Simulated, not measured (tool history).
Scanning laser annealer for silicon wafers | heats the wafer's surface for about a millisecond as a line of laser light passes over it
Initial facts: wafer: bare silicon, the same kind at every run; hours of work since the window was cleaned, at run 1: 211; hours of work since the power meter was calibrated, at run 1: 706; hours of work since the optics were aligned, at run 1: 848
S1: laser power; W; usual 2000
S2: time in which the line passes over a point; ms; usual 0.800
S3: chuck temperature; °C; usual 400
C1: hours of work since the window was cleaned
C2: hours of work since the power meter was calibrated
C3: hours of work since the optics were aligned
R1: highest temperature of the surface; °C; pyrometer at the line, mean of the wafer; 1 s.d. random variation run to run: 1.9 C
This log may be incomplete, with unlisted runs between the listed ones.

Run 1, day 0.000: usual settings; C1 211; C2 706; C3 848. Result: R1 1193 °C.
Run 2, day 1.442: usual settings; C1 227; C2 723; C3 864. Result: R1 1190 °C.
Run 3, day 2.962: usual settings but S2 0.771 ms; C1 244; C2 740; C3 881. Result: R1 1171 °C.
Run 4, day 4.833: usual settings but S2 0.771 ms; C1 265; C2 761; C3 903. Result: R1 1172 °C.
Run 5, day 7.883: usual settings but S2 0.771 ms; C1 300; C2 796; C3 937. Result: R1 1167 °C.
At day 9.146: window over the wafer cleaned.
Run 6, day 10.667: usual settings but S2 0.771 ms; C1 17; C2 826; C3 968. Result: R1 1198 °C.
Run 7, day 13.521: usual settings; C1 50; C2 859; C3 1000. Result: R1 1212 °C.
Run 8, day 15.762: usual settings; C1 75; C2 884; C3 1026. Result: R1 1206 °C.
Run 9, day 17.346: usual settings; C1 93; C2 902; C3 1044. Result: R1 1203 °C.
Run 10, day 19.712: usual settings; C1 120; C2 929; C3 1070. Result: R1 1203 °C.
Run 11, day 22.338: usual settings; C1 149; C2 959; C3 1100. Result: R1 1197 °C.
Run 12, day 25.362: usual settings; C1 184; C2 993; C3 1134. Result: R1 1191 °C.
Run 13, day 27.321: usual settings; C1 206; C2 1015; C3 1157. Result: R1 1189 °C.
Run 14, day 29.996: usual settings; C1 236; C2 1045; C3 1187. Result: R1 1186 °C.
Run 15, day 31.442: usual settings; C1 253; C2 1062; C3 1203. Result: R1 1183 °C.
Run 16, day 33.454: usual settings; C1 275; C2 1085; C3 1226. Result: R1 1181 °C.
Run 17, day 34.862: usual settings; C1 291; C2 1100; C3 1242. Result: R1 1182 °C.
Run 18, day 36.650: usual settings; C1 312; C2 1121; C3 1262. Result: R1 1177 °C.
At day 36.883: window over the wafer cleaned.
Run 19, day 38.812: usual settings but S3 364 °C; C1 22; C2 1144; C3 1286. Result: R1 1179 °C.
Run 20, day 40.912: usual settings but S2 0.591 ms, S3 420 °C; C1 46; C2 1168; C3 1310. Result: R1 1117 °C.

Forecast run 21:
At day 41.192: laser's power meter calibrated.
Run 21, day 43.838: usual settings but S2 0.591 ms, S3 420 °C; C1 77; C2 30; C3 1341. Result: R1 ?.

{"run 21": {"R1": 1113}}
With no hidden state in the tool, this same run would have given R1 1130 °C.
